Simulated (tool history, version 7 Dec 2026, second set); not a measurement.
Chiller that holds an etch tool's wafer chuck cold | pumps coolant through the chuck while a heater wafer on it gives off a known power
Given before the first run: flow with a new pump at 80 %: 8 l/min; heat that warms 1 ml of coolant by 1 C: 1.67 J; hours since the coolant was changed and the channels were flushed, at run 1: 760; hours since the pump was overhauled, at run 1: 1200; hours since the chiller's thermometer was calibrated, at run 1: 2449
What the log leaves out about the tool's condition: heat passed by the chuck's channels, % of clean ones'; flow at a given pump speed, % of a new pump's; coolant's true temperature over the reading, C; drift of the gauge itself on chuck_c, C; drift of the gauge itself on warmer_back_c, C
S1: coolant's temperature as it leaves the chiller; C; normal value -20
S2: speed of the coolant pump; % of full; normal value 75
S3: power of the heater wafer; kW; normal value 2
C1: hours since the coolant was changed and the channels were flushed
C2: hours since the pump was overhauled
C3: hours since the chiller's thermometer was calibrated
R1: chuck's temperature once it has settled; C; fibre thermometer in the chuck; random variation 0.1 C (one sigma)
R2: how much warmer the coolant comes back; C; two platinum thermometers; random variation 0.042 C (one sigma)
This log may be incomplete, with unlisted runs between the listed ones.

{"run": 1, "hour": 0.0, "S1": -20, "S2": 75, "S3": 2, "C1": 760, "C2": 1200, "C3": 2449, "R1": 4.6, "R2": 9.57}
{"run": 2, "hour": 60.6, "S1": -20, "S2": 95, "S3": 2, "C1": 821, "C2": 1260, "C3": 2510, "R1": -0.2, "R2": 7.58}
{"run": 3, "hour": 127.6, "S1": -20, "S2": 64, "S3": 2, "C1": 888, "C2": 1327, "C3": 2577, "R1": 8.8, "R2": 11.35}
{"run": 4, "hour": 187.2, "S1": -20, "S2": 64, "S3": 1.952, "C1": 947, "C2": 1387, "C3": 2636, "R1": 8.1, "R2": 11.16}
{"run": 5, "hour": 229.4, "S1": -20, "S2": 64, "S3": 1.952, "C1": 989, "C2": 1429, "C3": 2679, "R1": 8.1, "R2": 11.13}
{"run": 6, "hour": 292.0, "S1": -20, "S2": 64, "S3": 1.952, "C1": 1052, "C2": 1492, "C3": 2741, "R1": 7.9, "R2": 11.07}
{"run": 7, "hour": 325.7, "S1": -20, "S2": 75, "S3": 2, "C1": 1086, "C2": 1525, "C3": 2775, "R1": 4.8, "R2": 9.65}
{"run": 8, "hour": 392.7, "S1": -20, "S2": 75, "S3": 2, "C1": 1153, "C2": 1592, "C3": 2842, "R1": 4.6, "R2": 9.62}
{"run": 9, "hour": 433.8, "S1": -20, "S2": 75, "S3": 2.086, "C1": 1194, "C2": 1633, "C3": 2883, "R1": 5.8, "R2": 10.06}
{"run": 10, "hour": 500.2, "S1": -20, "S2": 75, "S3": 2.086, "C1": 1260, "C2": 1700, "C3": 2949, "R1": 5.7, "R2": 10.05}
{"run": 11, "hour": 571.1, "S1": -20, "S2": 75, "S3": 2, "C1": 1331, "C2": 1771, "C3": 3020, "R1": 4.7, "R2": 9.66}
{"run": 12, "hour": 629.7, "S1": -20, "S2": 87, "S3": 2.266, "C1": 1390, "C2": 1829, "C3": 3079, "R1": 4.4, "R2": 9.39}
{"run": 13, "hour": 693.2, "S1": -28, "S2": 62, "S3": 2.487, "C1": 1453, "C2": 1893, "C3": 3142, "R1": 8.6, "R2": 14.54}
{"run": 14, "hour": 742.0, "S1": -28, "S2": 62, "S3": 1.641, "C1": 1502, "C2": 1942, "C3": 3191, "R1": -3.8, "R2": 9.61}
{"run": 15, "hour": 796.3, "S1": -29, "S2": 99, "S3": 2, "C1": 1556, "C2": 1996, "C3": 3246, "R1": -9.8, "R2": 7.16}
{"run": 16, "hour": 840.1, "S1": -29, "S2": 99, "S3": 2, "C1": 1600, "C2": 2040, "C3": 3289, "R1": -10, "R2": 7.26}
{"run": 17, "hour": 876.9, "S1": -29, "S2": 91, "S3": 1.402, "C1": 1637, "C2": 2076, "C3": 3326, "R1": -14.6, "R2": 5.54}
{"run": 18, "hour": 932.7, "S1": -29, "S2": 91, "S3": 1.402, "C1": 1693, "C2": 2132, "C3": 3382, "R1": -14.5, "R2": 5.48}
{"run": 19, "hour": 998.8, "S1": -29, "S2": 91, "S3": 1.402, "C1": 1759, "C2": 2198, "C3": 3448, "R1": -14.6, "R2": 5.47}
{"run": 20, "hour": 1065.7, "S1": -14, "S2": 90, "S3": 2.649, "C1": 1826, "C2": 2265, "C3": 3515, "R1": 13.5, "R2": 10.55}
{"run": 21, "hour": 1120.9, "S1": -24, "S2": 85, "S3": 2.007, "C1": 1881, "C2": 2321, "C3": 3570, "R1": -2, "R2": 8.46}

What if the next run were any one of these 5? Each begins from the tool's condition after run 21:
{"run": "A", "hour": 1163.2, "S1": -24, "S2": 75, "S3": 1.149, "C1": 1923, "C2": 2363, "C3": 3612, "R1": "?", "R2": "?"}
{"run": "B", "hour": 1163.2, "S1": -24, "S2": 92, "S3": 2.007, "C1": 1923, "C2": 2363, "C3": 3612, "R1": "?", "R2": "?"}
{"run": "C", "hour": 1163.2, "S1": -24, "S2": 68, "S3": 1.34, "C1": 1923, "C2": 2363, "C3": 3612, "R1": "?", "R2": "?"}
{"run": "D", "hour": 1163.2, "S1": -14, "S2": 76, "S3": 2, "C1": 1923, "C2": 2363, "C3": 3612, "R1": "?", "R2": "?"}
{"run": "E", "hour": 1163.2, "S1": -18, "S2": 75, "S3": 1.286, "C1": 1923, "C2": 2363, "C3": 3612, "R1": "?", "R2": "?"}

run=A R1=-9.9 R2=5.55
run=B R1=-3.6 R2=7.77
run=C R1=-5.9 R2=7.23
run=D R1=10.5 R2=9.46
run=E R1=-2 R2=6.21
Had the tool no hidden state, the same runs would have come out as:
run=A R1=-9.9 R2=5.54
run=B R1=-3.6 R2=7.76
run=C R1=-5.9 R2=7.23
run=D R1=10.4 R2=9.46
run=E R1=-2 R2=6.21
